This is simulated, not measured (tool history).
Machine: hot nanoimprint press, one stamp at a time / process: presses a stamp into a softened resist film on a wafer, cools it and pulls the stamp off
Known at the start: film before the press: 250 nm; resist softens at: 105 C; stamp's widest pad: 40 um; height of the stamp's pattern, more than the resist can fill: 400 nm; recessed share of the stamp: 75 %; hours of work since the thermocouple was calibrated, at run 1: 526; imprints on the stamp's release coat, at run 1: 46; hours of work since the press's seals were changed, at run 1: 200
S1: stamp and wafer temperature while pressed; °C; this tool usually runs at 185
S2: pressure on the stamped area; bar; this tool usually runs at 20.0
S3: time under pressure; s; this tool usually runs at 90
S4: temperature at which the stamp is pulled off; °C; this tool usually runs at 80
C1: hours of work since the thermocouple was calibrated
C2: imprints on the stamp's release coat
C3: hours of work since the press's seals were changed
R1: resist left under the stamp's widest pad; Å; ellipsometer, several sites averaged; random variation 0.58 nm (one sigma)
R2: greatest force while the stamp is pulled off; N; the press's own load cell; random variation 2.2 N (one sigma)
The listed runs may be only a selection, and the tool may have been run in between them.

run    hour   S1    S2   S3  S4   C1    C2   C3    R1   R2
  1     0.0  185  20.0   90  80  526    46  200   961   96
       31.2  -- plate thermocouple calibrated
  2    43.8  185  20.0   90  80    8   250  226   943  106
  3    78.7  185  27.9   90  80   30   424  248   789  109
  4   135.0  185  27.9   90  80   66   705  284   798  111
      163.3  -- plate thermocouple calibrated, once more
  5   212.4  185  20.0   90  82   31  1076  331   995  124
  6   249.5  185  20.0   90  82   55  1261  354  1006  127
  7   327.6  185  20.0   90  80  104  1650  404   995  144
  8   372.4  185  20.0   90  80  132  1874  432   992  151
  9   437.6  185  20.0   90  80  173  2199  473  1000  166
      489.7  -- stamp cleaned and given a new release coat
 10   518.8  185  20.0   90  80  221   145  521   994  102
 11   553.2  196  23.4  115  80  243   317  542   486  107
 12   625.6  196  23.4  167  73  288   678  588   417  129
 13   685.0  196  17.2  167  83  326   974  626   490  117
 14   742.3  178  27.1  111  80  362  1260  662  1098  129
 15   800.5  194  20.0   93  80  399  1550  699   635  146
      822.0  -- press's hydraulic seals changed and the load cell set to zero
 16   850.7  185  20.0  106  80  426  1761   18   904  149
 17   915.8  194  20.0   90  80  467  2086   59   627  164
 18   974.4  194  20.0   90  80  504  2378   96   637  161
      987.2  -- stamp cleaned and given a new release coat
 19  1028.0  189  14.2  105  86  534   203  126   900   94
     1047.4  -- plate thermocouple calibrated
 20  1103.0  189  17.6   59  83   35   562  172  1012  106

Hidden state or all else? Some run-to-run changes of R1, split into what the settings, what came in and random variation would give without the hidden state, and what is left for the hidden state (with any gauge scatter that isn't in both results):
Hidden conditions of the tool in this case: true temperature over the reading, C; pressure that arrives at the usual setting, %; grip of the stamp's worn release coat, % over a new coat's; drift of the gauge itself on residual_nm, %; drift of the gauge itself on pull_off_n, %.
Run 4 -> 5: S2 27.9 -> 20.0, S4 80 -> 82, plate thermocouple calibrated, once more. R1 +197 Å: hidden state +53, all else +144.
Run 10 -> 11: S1 185 -> 196, S2 20.0 -> 23.4, S3 90 -> 115. R1 -508 Å: hidden state +1, all else -509.
Run 13 -> 14: S1 196 -> 178, S2 17.2 -> 27.1, S3 167 -> 111, S4 83 -> 80. R1 +608 Å: hidden state -4, all else +612.
Run 19 -> 20: S2 14.2 -> 17.6, S3 105 -> 59, S4 86 -> 83, plate thermocouple calibrated. R1 +112 Å: hidden state +26, all else +86.

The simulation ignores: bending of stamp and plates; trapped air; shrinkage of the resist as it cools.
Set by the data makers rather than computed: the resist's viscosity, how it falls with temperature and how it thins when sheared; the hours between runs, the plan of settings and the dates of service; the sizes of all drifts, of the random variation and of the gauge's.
